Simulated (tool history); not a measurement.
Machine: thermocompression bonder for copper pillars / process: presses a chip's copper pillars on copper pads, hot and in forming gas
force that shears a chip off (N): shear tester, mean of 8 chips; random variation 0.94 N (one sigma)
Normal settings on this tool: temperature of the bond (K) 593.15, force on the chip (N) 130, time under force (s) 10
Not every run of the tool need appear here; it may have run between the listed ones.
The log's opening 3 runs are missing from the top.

run	day	temperature of the bond (K)	force on the chip (N)	time under force (s)	hours of work since the heater was calibrated	hours of work since the force cell was calibrated	hours of work since the gas filter was changed	force that shears a chip off (N)
# day 2.267: forming gas filter changed
4	2.408	599.15	130	10	940	227	2	88.2
5	3.371	599.15	130	9	957	243	19	82.7
6	4.204	599.15	130	9	971	258	33	82.4
7	5.096	599.15	130	9	986	273	48	81
8	6.033	593.15	175	10	1002	289	64	99.1
9	6.842	593.15	175	8	1016	303	78	96.2
10	7.929	612.15	130	10	1034	321	96	86.5
# day 8.683: heater calibrated with a thermocouple chip
11	9.117	593.15	130	10	7	340	115	69
# day 9.217: forming gas filter changed
12	10.071	593.15	185	10	23	356	15	102
13	11.008	593.15	130	10	39	372	31	75.4
14	12.142	593.15	130	10	59	391	50	73.4
15	13.196	593.15	130	9	76	409	68	69.8
# day 13.375: force cell calibrated
16	14.254	593.15	130	9	93	15	85	65.3
17	15.117	593.15	130	9	108	30	99	65
# day 16.121: forming gas filter changed
18	16.204	593.15	130	9	126	48	1	68.7
19	16.85	593.15	130	6	137	59	12	59.6
20	18.079	578.15	130	12	158	80	33	68.7
21	18.967	593.15	181	25	173	95	48	118.6
22	19.888	589.15	131	18	189	111	64	82.7
# day 20.588: force cell calibrated, once more
23	21.267	589.15	131	18	211	12	87	90.8
24	21.954	607.15	116	10	223	23	98	72.4
25	22.546	607.15	116	10	233	33	108	73
# day 23.096: forming gas filter changed
26	23.521	576.15	116	8	250	50	7	57.6

Run 27, settings as shown, results not yet in. Your forecast:
27	24.675	623.15	125	6	269	69	27	?

For run 27 the tool returned force that shears a chip off (N) 78.5.
Without the tool's hidden state the same run would have given force that shears a chip off (N) 79.
